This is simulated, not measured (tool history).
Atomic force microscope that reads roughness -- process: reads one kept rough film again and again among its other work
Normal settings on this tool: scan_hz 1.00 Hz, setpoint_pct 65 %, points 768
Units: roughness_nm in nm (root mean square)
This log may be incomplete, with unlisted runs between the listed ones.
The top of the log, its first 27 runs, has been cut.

At hour 1072.2: new tip fitted.
Run 28, hour 1101.4: usual settings but scan_hz 1.27 Hz, setpoint_pct 85 %, points 701. Result: roughness_nm 3.527 nm (root mean square).
Run 29, hour 1147.0: usual settings but scan_hz 1.27 Hz, setpoint_pct 85 %, points 701. Result: roughness_nm 3.400 nm (root mean square).
At hour 1169.5: new tip fitted.
Run 30, hour 1193.1: usual settings but scan_hz 1.28 Hz, setpoint_pct 58 %, points 1003. Result: roughness_nm 3.724 nm (root mean square).
Run 31, hour 1240.7: usual settings but scan_hz 1.28 Hz, setpoint_pct 58 %, points 503. Result: roughness_nm 3.528 nm (root mean square).
At hour 1269.6: new tip fitted.
At hour 1280.3: height scale calibrated on a step standard, once more.
Run 32, hour 1291.6: usual settings but scan_hz 3.78 Hz, points 421. Result: roughness_nm 3.593 nm (root mean square).
Run 33, hour 1332.2: usual settings but scan_hz 3.78 Hz, setpoint_pct 71 %, points 738. Result: roughness_nm 3.444 nm (root mean square).
Run 34, hour 1358.2: usual settings but scan_hz 2.28 Hz, setpoint_pct 74 %. Result: roughness_nm 3.416 nm (root mean square).
At hour 1369.9: new tip fitted.
Run 35, hour 1402.6: usual settings but setpoint_pct 81 %, points 778. Result: roughness_nm 3.624 nm (root mean square).
Run 36, hour 1444.6: usual settings but setpoint_pct 89 %, points 883. Result: roughness_nm 3.495 nm (root mean square).
At hour 1466.7: new tip fitted.
Run 37, hour 1497.4: usual settings but scan_hz 3.59 Hz, setpoint_pct 81 %, points 772. Result: roughness_nm 3.412 nm (root mean square).
Run 38, hour 1545.9: usual settings but scan_hz 1.50 Hz. Result: roughness_nm 3.572 nm (root mean square).
At hour 1565.7: new tip fitted.
Run 39, hour 1578.0: usual settings but scan_hz 1.50 Hz. Result: roughness_nm 3.794 nm (root mean square).

Each row is a separate what-if for the run after 39, all from the same tool condition, not one after another. Results?
Run A, hour 1623.5: usual settings but points 830. Result: roughness_nm ?.
Run B, hour 1623.5: usual settings but scan_hz 1.01 Hz, setpoint_pct 76 %, points 563. Result: roughness_nm ?.
Run C, hour 1623.5: usual settings but scan_hz 0.70 Hz, points 332. Result: roughness_nm ?.
Run D, hour 1623.5: usual settings but scan_hz 0.75 Hz. Result: roughness_nm ?.
Run E, hour 1623.5: usual settings but scan_hz 1.50 Hz, setpoint_pct 85 %. Result: roughness_nm ?.

run  roughness_nm
  A         3.646
  B         3.582
  C         3.654
  D         3.643
  E         3.495
With the hidden condition removed and each run's random variation left untouched, the same runs would have given:
run  roughness_nm
  A         3.869
  B         3.802
  C         3.877
  D         3.866
  E         3.709

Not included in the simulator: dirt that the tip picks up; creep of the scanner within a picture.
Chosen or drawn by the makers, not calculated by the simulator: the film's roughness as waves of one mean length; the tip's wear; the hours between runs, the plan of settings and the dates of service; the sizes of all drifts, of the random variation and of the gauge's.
